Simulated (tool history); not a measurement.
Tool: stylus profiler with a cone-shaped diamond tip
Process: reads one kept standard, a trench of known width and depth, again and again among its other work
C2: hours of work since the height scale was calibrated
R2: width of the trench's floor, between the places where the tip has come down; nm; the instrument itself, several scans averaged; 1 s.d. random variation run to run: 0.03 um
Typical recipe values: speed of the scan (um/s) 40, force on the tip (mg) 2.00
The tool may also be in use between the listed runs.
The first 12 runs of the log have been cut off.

Run 13, hour 514.4: usual settings; scans with this tip 6326; C2 453. Result: depth of the trench (Å) 10077.6, R2 45570 nm.
Run 14, hour 560.6: usual settings; scans with this tip 6644; C2 475. Result: depth of the trench (Å) 10079.5, R2 45550 nm.
Run 15, hour 591.7: usual settings; scans with this tip 6857; C2 491. Result: depth of the trench (Å) 10077.6, R2 45540 nm.
Run 16, hour 617.7: usual settings; scans with this tip 7035; C2 503. Result: depth of the trench (Å) 10074.5, R2 45480 nm.
Run 17, hour 678.3: usual settings; scans with this tip 7451; C2 533. Result: depth of the trench (Å) 10073.5, R2 45390 nm.
Run 18, hour 740.7: usual settings; scans with this tip 7879; C2 564. Result: depth of the trench (Å) 10075.9, R2 45420 nm.
Run 19, hour 799.2: usual settings but speed of the scan (um/s) 23, force on the tip (mg) 4.19; scans with this tip 8281; C2 592. Result: depth of the trench (Å) 10123.3, R2 45590 nm.
Run 20, hour 851.4: usual settings but speed of the scan (um/s) 73, force on the tip (mg) 0.80; scans with this tip 8639; C2 618. Result: depth of the trench (Å) 10045.3, R2 44810 nm.
Run 21, hour 899.5: usual settings but speed of the scan (um/s) 21, force on the tip (mg) 0.75; scans with this tip 8968; C2 642. Result: depth of the trench (Å) 10043.1, R2 45300 nm.
Run 22, hour 960.5: usual settings but speed of the scan (um/s) 19, force on the tip (mg) 3.55; scans with this tip 9387; C2 671. Result: depth of the trench (Å) 10110.3, R2 45450 nm.
Run 23, hour 994.9: usual settings but speed of the scan (um/s) 112, force on the tip (mg) 1.84; scans with this tip 9623; C2 688. Result: depth of the trench (Å) 10073.9, R2 44690 nm.
Run 24, hour 1042.5: usual settings but speed of the scan (um/s) 13, force on the tip (mg) 0.75; scans with this tip 9950; C2 712. Result: depth of the trench (Å) 10047.5, R2 45320 nm.
Run 25, hour 1070.9: usual settings but speed of the scan (um/s) 10, force on the tip (mg) 1.73; scans with this tip 10144; C2 726. Result: depth of the trench (Å) 10071.8, R2 45390 nm.
Run 26, hour 1108.0: usual settings but speed of the scan (um/s) 31, force on the tip (mg) 0.87; scans with this tip 10399; C2 744. Result: depth of the trench (Å) 10048.6, R2 45050 nm.
Run 27, hour 1154.2: usual settings but speed of the scan (um/s) 31, force on the tip (mg) 0.87; scans with this tip 10716; C2 767. Result: depth of the trench (Å) 10049.9, R2 45040 nm.
Run 28, hour 1206.2: usual settings but speed of the scan (um/s) 31, force on the tip (mg) 0.87; scans with this tip 11073; C2 792. Result: depth of the trench (Å) 10050.0, R2 45020 nm.
Run 29, hour 1260.7: usual settings but speed of the scan (um/s) 19, force on the tip (mg) 3.27; scans with this tip 11446; C2 819. Result: depth of the trench (Å) 10111.9, R2 45230 nm.
Run 30, hour 1314.6: usual settings but speed of the scan (um/s) 13, force on the tip (mg) 5.61; scans with this tip 11816; C2 845. Result: depth of the trench (Å) 10152.8, R2 45240 nm.
Run 31, hour 1349.9: usual settings but speed of the scan (um/s) 19, force on the tip (mg) 2.31; scans with this tip 12059; C2 863. Result: depth of the trench (Å) 10091.7, R2 45100 nm.

Predict each of these 3 candidate next runs independently; none follows another, all start after run 31:
Run A, hour 1377.5: usual settings but speed of the scan (um/s) 145, force on the tip (mg) 4.02; scans with this tip 12248; C2 876. Result: depth of the trench (Å) ?, R2 ?.
Run B, hour 1377.5: usual settings but speed of the scan (um/s) 23, force on the tip (mg) 3.03; scans with this tip 12248; C2 876. Result: depth of the trench (Å) ?, R2 ?.
Run C, hour 1377.5: usual settings but speed of the scan (um/s) 21, force on the tip (mg) 0.69; scans with this tip 12248; C2 876. Result: depth of the trench (Å) ?, R2 ?.

run  depth of the trench (Å)     R2
  A                  10123.1  44560
  B                  10105.5  45090
  C                  10044.3  44920
What these runs would have given with no unlogged condition in the tool:
run  depth of the trench (Å)     R2
  A                  10114.2  45880
  B                  10096.6  46410
  C                  10035.5  46240
